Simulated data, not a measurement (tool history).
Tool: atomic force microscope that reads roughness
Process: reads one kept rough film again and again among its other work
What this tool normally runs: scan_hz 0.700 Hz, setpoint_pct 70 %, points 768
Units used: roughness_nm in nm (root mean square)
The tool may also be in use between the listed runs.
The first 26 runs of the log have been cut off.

| run | hour | scan_hz | setpoint_pct | points | roughness_nm |
|---|---|---|---|---|---|
| 27 | 1202.8 | 0.700 | 82 | 936 | 4.052 |
| 28 | 1264.3 | 2.228 | 70 | 898 | 3.897 |
| 29 | 1305.0 | 0.641 | 64 | 768 | 4.115 |
|  | 1332.1 | new tip fitted |
| 30 | 1354.1 | 0.700 | 70 | 1002 | 4.190 |
| 31 | 1405.1 | 1.131 | 70 | 768 | 4.088 |
| 32 | 1446.1 | 1.131 | 70 | 768 | 4.048 |
| 33 | 1489.2 | 0.700 | 68 | 512 | 4.106 |
|  | 1525.0 | new tip fitted |
| 34 | 1526.2 | 1.417 | 62 | 538 | 4.194 |
| 35 | 1555.0 | 1.417 | 64 | 496 | 4.107 |
| 36 | 1614.8 | 0.532 | 56 | 352 | 4.174 |
| 37 | 1642.1 | 0.583 | 62 | 352 | 4.195 |
| 38 | 1689.0 | 1.395 | 62 | 352 | 4.075 |
|  | 1718.0 | new tip fitted |
| 39 | 1718.5 | 1.395 | 62 | 352 | 4.187 |
| 40 | 1762.0 | 0.689 | 65 | 434 | 4.204 |
| 41 | 1798.7 | 0.689 | 65 | 434 | 4.166 |
| 42 | 1826.0 | 3.537 | 84 | 560 | 3.296 |
| 43 | 1867.2 | 0.762 | 77 | 548 | 4.045 |
| 44 | 1899.3 | 0.762 | 77 | 548 | 3.976 |
|  | 1914.0 | new tip fitted |
| 45 | 1933.5 | 3.133 | 70 | 682 | 3.843 |

4 ways to go on from here, each from the tool as it stands after run 45. What would each give?
| A | 1991.9 | 3.133 | 77 | 341 | ? |
| B | 1991.9 | 0.547 | 78 | 372 | ? |
| C | 1991.9 | 1.342 | 59 | 768 | ? |
| D | 1991.9 | 1.689 | 70 | 768 | ? |

| run | roughness_nm |
|---|---|
| A | 3.613 |
| B | 4.121 |
| C | 4.100 |
| D | 4.005 |
Take away the tool's hidden state, keep each run's random variation, and the runs would have read:
| run | roughness_nm |
|---|---|
| A | 3.690 |
| B | 4.209 |
| C | 4.188 |
| D | 4.091 |
